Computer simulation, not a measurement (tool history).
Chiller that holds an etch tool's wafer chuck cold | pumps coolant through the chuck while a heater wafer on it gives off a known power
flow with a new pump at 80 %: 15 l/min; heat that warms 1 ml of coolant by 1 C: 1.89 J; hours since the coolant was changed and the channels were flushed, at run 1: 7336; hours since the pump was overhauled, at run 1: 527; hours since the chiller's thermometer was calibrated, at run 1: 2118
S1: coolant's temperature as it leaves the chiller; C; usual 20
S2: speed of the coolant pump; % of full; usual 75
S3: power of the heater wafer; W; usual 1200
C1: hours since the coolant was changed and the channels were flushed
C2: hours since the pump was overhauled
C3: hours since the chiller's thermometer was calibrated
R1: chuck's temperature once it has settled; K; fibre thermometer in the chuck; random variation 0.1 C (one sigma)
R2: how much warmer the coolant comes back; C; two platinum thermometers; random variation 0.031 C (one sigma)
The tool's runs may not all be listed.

Run 1, hour 0: usual settings; C1 7336; C2 527; C3 2118. Result: R1 301.85 K, R2 2.69 C.
Run 2, hour 55.3: usual settings; C1 7391; C2 582; C3 2173. Result: R1 301.75 K, R2 2.63 C.
Run 3, hour 93.3: usual settings; C1 7429; C2 620; C3 2211. Result: R1 301.75 K, R2 2.72 C.
Run 4, hour 130.6: usual settings; C1 7467; C2 658; C3 2248. Result: R1 301.75 K, R2 2.72 C.
Run 5, hour 177.1: usual settings; C1 7513; C2 704; C3 2295. Result: R1 301.95 K, R2 2.73 C.
Run 6, hour 208.2: usual settings; C1 7544; C2 735; C3 2326. Result: R1 301.75 K, R2 2.72 C.
Run 7, hour 233.2: usual settings but S3 1006 W; C1 7569; C2 760; C3 2351. Result: R1 300.65 K, R2 2.28 C.
Run 8, hour 278.3: usual settings; C1 7614; C2 805; C3 2396. Result: R1 302.05 K, R2 2.79 C.
Run 9, hour 329.2: usual settings; C1 7665; C2 856; C3 2447. Result: R1 301.95 K, R2 2.7 C.
At hour 335.6: chiller's thermometer calibrated.
Run 10, hour 370.3: usual settings but S2 62 % of full; C1 7705; C2 896; C3 35. Result: R1 303.25 K, R2 3.33 C.
Run 11, hour 427.3: usual settings but S1 11 C; C1 7762; C2 953; C3 92. Result: R1 292.85 K, R2 2.81 C.
Run 12, hour 470.6: usual settings but S1 11 C; C1 7806; C2 997; C3 135. Result: R1 293.05 K, R2 2.72 C.
Run 13, hour 514.6: usual settings but S1 26 C, S3 1301 W; C1 7850; C2 1041; C3 179. Result: R1 308.55 K, R2 3 C.
At hour 527.2: chiller's thermometer calibrated, once more.
Run 14, hour 547.1: usual settings but S1 26 C, S3 847 W; C1 7881; C2 1072; C3 20. Result: R1 305.25 K, R2 1.91 C.
Run 15, hour 595.1: usual settings but S1 26 C, S3 847 W; C1 7929; C2 1120; C3 68. Result: R1 305.25 K, R2 1.95 C.
Run 16, hour 621.1: usual settings but S1 26 C, S3 847 W; C1 7955; C2 1146; C3 94. Result: R1 305.25 K, R2 1.97 C.
Run 17, hour 669: usual settings but S1 26 C, S2 88 % of full, S3 601 W; C1 8003; C2 1194; C3 142. Result: R1 302.95 K, R2 1.18 C.
Run 18, hour 729.9: usual settings but S1 17 C, S2 88 % of full, S3 1723 W; C1 8064; C2 1255; C3 203. Result: R1 301.25 K, R2 3.37 C.
Run 19, hour 774.4: usual settings but S1 14 C, S2 95 % of full, S3 1723 W; C1 8108; C2 1300; C3 247. Result: R1 297.55 K, R2 3.06 C.
Run 20, hour 799.7: usual settings but S1 14 C, S2 95 % of full, S3 1723 W; C1 8134; C2 1325; C3 272. Result: R1 297.65 K, R2 3.12 C.
Run 21, hour 837: usual settings but S3 695 W; C1 8171; C2 1362; C3 310. Result: R1 298.25 K, R2 1.58 C.
Run 22, hour 891.2: usual settings but S3 695 W; C1 8225; C2 1416; C3 364. Result: R1 298.25 K, R2 1.64 C.

Hidden state at the last listed run before each entry between runs and at the first one after, where it differs:
Between runs 9 and 10: chiller's thermometer calibrated (hour 335.6)
  heat passed by the chuck's channels, % of clean ones': 83.6 -> 83.5; flow at a given pump speed, % of a new pump's: 99.4 -> 99.3; coolant's true temperature over the reading, C: 0.1 -> 0.14
  measured less the result without the state, R1: +1.3 -> +1.6 K
Between runs 13 and 14: chiller's thermometer calibrated, once more (hour 527.2)
  heat passed by the chuck's channels, % of clean ones': 83.2 -> 83.1; flow at a given pump speed, % of a new pump's: 99.2 -> 99.1; coolant's true temperature over the reading, C: 0.15 -> -0.03
  measured less the result without the state, R1: +1.5 -> +0.8 K
